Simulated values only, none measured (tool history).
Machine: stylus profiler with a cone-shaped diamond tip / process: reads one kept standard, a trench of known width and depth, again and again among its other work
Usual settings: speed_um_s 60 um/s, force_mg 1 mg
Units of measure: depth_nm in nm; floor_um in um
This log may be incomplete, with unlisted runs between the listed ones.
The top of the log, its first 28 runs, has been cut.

run   hour  speed_um_s  force_mg  depth_nm  floor_um
 29  551.3          20      0.48   1002.79     13.26
 30  570.9         198         1   1006.01      12.7
 31  587.1          34      0.61    1003.8     13.12
 32  604.3          17      1.63    1008.8     13.24
 33  620.7          17      1.63   1009.04     13.22
 34  646.6          38      1.41   1007.52     13.17
 35    670          29       0.9    1005.2     13.16
 36  683.3          28      1.16   1006.37     13.11
 37  710.8          28      1.16   1006.41     13.12
 38    726         210      2.69   1012.53     12.81
 39  753.2          43      0.34   1001.31     12.97
 40  772.9          36      0.73   1003.76     13.07
 41  798.5          16      1.39   1007.54     13.12
 42  828.1          87      0.49   1002.12      12.8
 43  852.3          49      1.39    1007.3     12.99
 44  871.7          49      1.39   1007.11     12.97
 45  890.2          54      1.53   1008.06     13.01

Branching from run 45: 5 alternative next runs. What would each branch give?
  A  904.8          22      0.77         ?         ?
  B  904.8          33         1         ?         ?
  C  904.8         161      1.28         ?         ?
  D  904.8          48      1.53         ?         ?
  E  904.8          54      1.08         ?         ?

run  depth_nm  floor_um
  A   1003.67     13.04
  B   1005.59     12.94
  C   1006.21     12.64
  D   1007.82     12.95
  E   1005.41      12.9
Take away the tool's hidden state, keep each run's random variation, and the runs would have read:
run  depth_nm  floor_um
  A   1006.54     13.96
  B   1008.47     13.86
  C   1009.09     13.56
  D   1010.71     13.87
  E   1008.29     13.82
